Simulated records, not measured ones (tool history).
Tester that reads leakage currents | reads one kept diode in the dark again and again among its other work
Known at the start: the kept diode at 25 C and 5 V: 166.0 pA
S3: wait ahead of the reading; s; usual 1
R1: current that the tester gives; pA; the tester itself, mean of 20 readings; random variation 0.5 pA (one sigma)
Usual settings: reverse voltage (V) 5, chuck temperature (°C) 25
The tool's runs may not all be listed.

run 1 hour=0 | reverse_voltage_(V)=5 chuck_temperature_(°C)=25 S3=1 | R1=167.68
run 2 hour=112.3 | reverse_voltage_(V)=15.9 chuck_temperature_(°C)=25 S3=1 | R1=264.33
-- hour=131 probe card cleaned and baked
run 3 hour=226.5 | reverse_voltage_(V)=15.9 chuck_temperature_(°C)=25 S3=1 | R1=265.54
run 4 hour=360.8 | reverse_voltage_(V)=5 chuck_temperature_(°C)=25 S3=1 | R1=166.7
run 5 hour=452.4 | reverse_voltage_(V)=5 chuck_temperature_(°C)=25 S3=1 | R1=167.15
run 6 hour=561.9 | reverse_voltage_(V)=5 chuck_temperature_(°C)=25 S3=9.91 | R1=165.96
run 7 hour=676.3 | reverse_voltage_(V)=5 chuck_temperature_(°C)=25 S3=1 | R1=167.28
run 8 hour=801.5 | reverse_voltage_(V)=5 chuck_temperature_(°C)=25 S3=1 | R1=167.58
-- hour=928.5 chuck's temperature calibrated
run 9 hour=930.2 | reverse_voltage_(V)=5 chuck_temperature_(°C)=25 S3=1 | R1=167.53
run 10 hour=1084.2 | reverse_voltage_(V)=5 chuck_temperature_(°C)=25 S3=2.16 | R1=166.59
run 11 hour=1160.3 | reverse_voltage_(V)=5 chuck_temperature_(°C)=25 S3=1 | R1=168.33
run 12 hour=1249.4 | reverse_voltage_(V)=5 chuck_temperature_(°C)=25 S3=0.46 | R1=168.43
run 13 hour=1359.3 | reverse_voltage_(V)=5 chuck_temperature_(°C)=25 S3=0.46 | R1=169.04
run 14 hour=1528 | reverse_voltage_(V)=5 chuck_temperature_(°C)=25 S3=0.46 | R1=168.41
run 15 hour=1693.7 | reverse_voltage_(V)=13.87 chuck_temperature_(°C)=25 S3=0.46 | R1=253.02
run 16 hour=1879 | reverse_voltage_(V)=5 chuck_temperature_(°C)=25 S3=1 | R1=166.79
run 17 hour=2031.9 | reverse_voltage_(V)=5 chuck_temperature_(°C)=25 S3=1 | R1=167.4
run 18 hour=2158.1 | reverse_voltage_(V)=5 chuck_temperature_(°C)=28 S3=1 | R1=208.49
run 19 hour=2329.6 | reverse_voltage_(V)=5 chuck_temperature_(°C)=28 S3=1 | R1=208.8
run 20 hour=2447.8 | reverse_voltage_(V)=5 chuck_temperature_(°C)=22 S3=1 | R1=133.08
run 21 hour=2559.9 | reverse_voltage_(V)=5 chuck_temperature_(°C)=22 S3=1 | R1=133.25
run 22 hour=2705.3 | reverse_voltage_(V)=5 chuck_temperature_(°C)=29 S3=4.07 | R1=225.5
-- hour=2723.1 probe card cleaned and baked
-- hour=2842 tester calibrated
run 23 hour=2848 | reverse_voltage_(V)=5 chuck_temperature_(°C)=29 S3=4.07 | R1=224.26
run 24 hour=2949.1 | reverse_voltage_(V)=5 chuck_temperature_(°C)=29 S3=3.95 | R1=224.41
run 25 hour=3067.2 | reverse_voltage_(V)=5 chuck_temperature_(°C)=29 S3=3.95 | R1=224.13
run 26 hour=3196.5 | reverse_voltage_(V)=5 chuck_temperature_(°C)=29 S3=3.95 | R1=224.11
run 27 hour=3293.7 | reverse_voltage_(V)=5 chuck_temperature_(°C)=25 S3=0.35 | R1=169.25
run 28 hour=3424.7 | reverse_voltage_(V)=3.13 chuck_temperature_(°C)=25 S3=1.87 | R1=139.28
run 29 hour=3567.6 | reverse_voltage_(V)=7.54 chuck_temperature_(°C)=53 S3=3.01 | R1=1357.08
run 30 hour=3699.5 | reverse_voltage_(V)=3.82 chuck_temperature_(°C)=25 S3=2.45 | R1=150.55
-- hour=3711.2 chuck's temperature calibrated
run 31 hour=3835.5 | reverse_voltage_(V)=3.87 chuck_temperature_(°C)=25 S3=2.45 | R1=150.32
run 32 hour=3916.6 | reverse_voltage_(V)=5 chuck_temperature_(°C)=31 S3=8.09 | R1=260
run 33 hour=4096.6 | reverse_voltage_(V)=8.25 chuck_temperature_(°C)=25 S3=3.02 | R1=203.18
run 34 hour=4266.6 | reverse_voltage_(V)=8.25 chuck_temperature_(°C)=25 S3=3.02 | R1=203.09
run 35 hour=4371 | reverse_voltage_(V)=8.91 chuck_temperature_(°C)=25 S3=5.4 | R1=209.17
run 36 hour=4447.3 | reverse_voltage_(V)=1.07 chuck_temperature_(°C)=37 S3=0.55 | R1=217.78
run 37 hour=4618.4 | reverse_voltage_(V)=1.07 chuck_temperature_(°C)=37 S3=0.55 | R1=217.06
run 38 hour=4772.8 | reverse_voltage_(V)=1.02 chuck_temperature_(°C)=44 S3=0.34 | R1=342.98
run 39 hour=4941.2 | reverse_voltage_(V)=2.21 chuck_temperature_(°C)=42 S3=1.23 | R1=408.23
run 40 hour=5121.9 | reverse_voltage_(V)=2.21 chuck_temperature_(°C)=42 S3=1.23 | R1=406.84

3 ways to go on from here, each from the tool as it stands after run 40. What would each give?
run A hour=5220.4 | reverse_voltage_(V)=1.27 chuck_temperature_(°C)=42 S3=5.66 | R1=?
run B hour=5220.4 | reverse_voltage_(V)=2.46 chuck_temperature_(°C)=41 S3=8.41 | R1=?
run C hour=5220.4 | reverse_voltage_(V)=2.34 chuck_temperature_(°C)=27 S3=0.95 | R1=?

run=A R1=325.39
run=B R1=396.56
run=C R1=143.41
Without the tool's hidden state the same runs would have given:
run=A R1=325.26
run=B R1=396.38
run=C R1=143.33
